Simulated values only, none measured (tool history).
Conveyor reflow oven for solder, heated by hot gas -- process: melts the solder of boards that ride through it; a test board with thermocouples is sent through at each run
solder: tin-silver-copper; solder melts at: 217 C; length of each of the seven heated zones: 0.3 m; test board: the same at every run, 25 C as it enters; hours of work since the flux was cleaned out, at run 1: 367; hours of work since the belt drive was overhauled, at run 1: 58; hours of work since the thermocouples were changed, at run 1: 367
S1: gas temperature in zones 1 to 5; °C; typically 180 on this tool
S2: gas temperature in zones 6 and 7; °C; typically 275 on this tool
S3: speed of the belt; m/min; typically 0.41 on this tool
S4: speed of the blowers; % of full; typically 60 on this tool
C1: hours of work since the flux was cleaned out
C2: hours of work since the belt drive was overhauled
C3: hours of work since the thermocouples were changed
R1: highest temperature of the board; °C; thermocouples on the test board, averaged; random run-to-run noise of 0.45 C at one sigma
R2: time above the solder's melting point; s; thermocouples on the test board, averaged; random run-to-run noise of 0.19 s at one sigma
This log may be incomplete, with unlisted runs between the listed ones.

run     day   S1   S2     S3  S4   C1   C2   C3     R1     R2
  1       0  180  275   0.41  60  367   58  367  263.2   76.9
  2   2.738  180  275   0.41  82  396   87  396  265.9   79.2
      3.396  -- flux residue cleaned out of gas plates and filters
  3     5.5  180  275   0.41  82   22  114  423  266.3   79.7
  4   8.154  180  275   0.41  82   50  142  451  266.3   79.3
  5  10.938  180  275   0.41  82   80  172  480  266.6   79.8
  6    13.7  180  275   0.41  82  109  201  510  266.6   79.6
  7  15.567  180  275   0.41  60  129  221  530  262.1   77.7
  8  18.125  180  275   0.41  60  156  248  557  262.6   77.2
  9  21.529  180  275   0.41  60  192  284  593  262.9   77.3
 10  23.292  180  275   0.41  65  211  303  611  263.6   78.1
 11  24.771  180  275   0.41  65  227  318  627  262.8   77.5
 12  26.529  180  275   0.41  60  245  337  646  262.3     77
     28.175  -- thermocouples of zones 6 and 7 changed
 13  29.283  180  286   0.41  60  274  365   12    275   83.1
 14  30.779  180  286   0.41  60  289  381   28  274.9   83.4
 15  33.596  180  286   0.41  60  319  411   57  275.1   83.5
 16  37.012  180  266   0.37  50  356  447   94  256.1   81.8
 17  40.375  180  266   0.37  50  391  483  129  256.3   81.8
     41.479  -- flux residue cleaned out of gas plates and filters
 18  42.879  180  269   0.37  64   15  507  154  261.4   86.3
 19  45.792  180  269   0.37  64   46  538  185  261.1   86.1
 20  48.675  184  285   0.41  60   76  569  215  274.1     85
 21  51.658  175  264  0.482  60  108  600  247  248.5   54.7
 22  53.575  187  264  0.481  60  128  621  267  251.3   61.3
 23  55.992  187  264  0.481  60  154  646  293  250.6   61.1
 24  59.421  172  275   0.41  60  190  683  329  262.4   74.8
 25  62.012  189  275  0.334  60  218  710  357  268.7  104.5
 26  63.908  180  268   0.41  51  238  730  377  255.2   72.7
 27    66.7  180  268   0.41  51  267  760  406  255.2   72.7
 28  70.162  180  268  0.434  59  304  796  443    255   68.5
 29  73.188  180  289  0.488  84  336  829  475  275.5   70.8

Consider 3 possible next runs. They are alternatives, not a sequence: every one starts from the tool as it was left by run 29. What does each give?
  A  74.85  171  275   0.41  60  354  846  493   ?   ?
  B  74.85  180  271  0.446  54  354  846  493   ?   ?
  C  74.85  179  289   0.45  84  354  846  493   ?   ?

run     R1    R2
  A    261  73.8
  B  254.8  66.6
  C  277.3  77.3
With no hidden state in the tool, these same runs would have given:
run     R1    R2
  A  262.7  73.7
  B  256.4  66.7
  C  279.3  76.7
